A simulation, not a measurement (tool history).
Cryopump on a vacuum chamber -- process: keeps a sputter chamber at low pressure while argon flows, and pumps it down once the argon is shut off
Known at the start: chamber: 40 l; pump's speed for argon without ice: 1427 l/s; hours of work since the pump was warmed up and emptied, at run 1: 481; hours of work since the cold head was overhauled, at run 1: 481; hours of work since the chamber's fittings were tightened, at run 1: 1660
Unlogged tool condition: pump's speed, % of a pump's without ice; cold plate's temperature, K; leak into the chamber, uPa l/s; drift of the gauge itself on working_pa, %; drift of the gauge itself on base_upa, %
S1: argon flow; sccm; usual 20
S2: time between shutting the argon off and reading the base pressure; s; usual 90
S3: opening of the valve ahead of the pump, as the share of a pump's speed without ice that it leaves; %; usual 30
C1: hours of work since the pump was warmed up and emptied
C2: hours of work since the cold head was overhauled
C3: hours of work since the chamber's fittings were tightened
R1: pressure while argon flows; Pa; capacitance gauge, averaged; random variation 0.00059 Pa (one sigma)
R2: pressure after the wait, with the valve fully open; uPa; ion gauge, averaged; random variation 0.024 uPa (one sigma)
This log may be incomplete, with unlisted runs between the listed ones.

run,hour,S1,S2,S3,C1,C2,C3,R1,R2
1,0,20,90,30,481,481,1660,0.0845,2.33
2,26.1,20,90,30,502,502,1680,0.0842,2.37
3,57.2,20,90,30,526,526,1705,0.0853,2.4
4,81.5,20,90,30,545,545,1724,0.0853,2.44
# hour 106.2: pump warmed up, emptied and cooled again
5,114.2,20,90,30,6,567,1746,0.0793,2.11
6,136.7,20,90,30,24,585,1763,0.0785,2.09
7,166.4,20,37,30,47,608,1787,0.0792,3.15
8,183.3,20,37,30,61,621,1800,0.0794,3.26
9,200.7,20,70,30,74,635,1814,0.0802,2.38
10,222,20,90,30,91,652,1831,0.0799,2.22
11,251.8,20,90,30,115,675,1854,0.0797,2.17
12,270.3,20,172,30,129,690,1869,0.0796,1.86
13,299.6,20,90,60,152,713,1892,0.0413,2.27
14,330.4,30,90,30,176,737,1916,0.1207,2.33
15,357.2,20,90,30,197,758,1937,0.0806,2.26
16,378.5,20,90,30,214,775,1954,0.0815,2.3
17,394,11,90,30,226,787,1966,0.045,2.36
18,415.6,24,120,30,243,804,1983,0.0991,2.2
19,432.3,18,296,30,257,817,1996,0.0742,1.91
20,463.9,20,77,53,281,842,2021,0.0475,2.48
21,498.4,17,26,39,309,869,2048,0.0547,4.17
22,523.4,20,245,29,328,889,2068,0.0865,2.12
23,542.7,17,90,17,343,904,2083,0.1226,2.6
24,572.4,32,90,17,367,927,2106,0.229,2.59
25,587.3,16,92,49,378,939,2118,0.0429,2.65
26,620.7,35,92,37,405,965,2144,0.1198,2.59
27,644.1,11,29,20,423,984,2163,0.0676,4.17
28,665.1,33,90,30,440,1000,2179,0.1401,2.78
29,695,20,129,30,463,1024,2203,0.0845,2.6
30,719.2,12,40,43,482,1043,2222,0.0363,3.69
31,737.5,8,95,55,497,1057,2236,0.0199,2.85

Alternative continuations, all from the tool just after run 31; predict every row:
A,773.7,26,95,22,525,1086,2265,?,?
B,773.7,8,71,55,525,1086,2265,?,?
C,773.7,8,22,55,525,1086,2265,?,?
D,773.7,20,266,35,525,1086,2265,?,?

run,R1,R2
A,0.148,2.8
B,0.0186,3.08
C,0.0197,4.95
D,0.0752,2.44
The same runs, with their run-to-run variation unchanged, on a tool lacking any hidden condition would have given:
run,R1,R2
A,0.1392,0.85
B,0.0159,1.08
C,0.017,3
D,0.0684,0.46
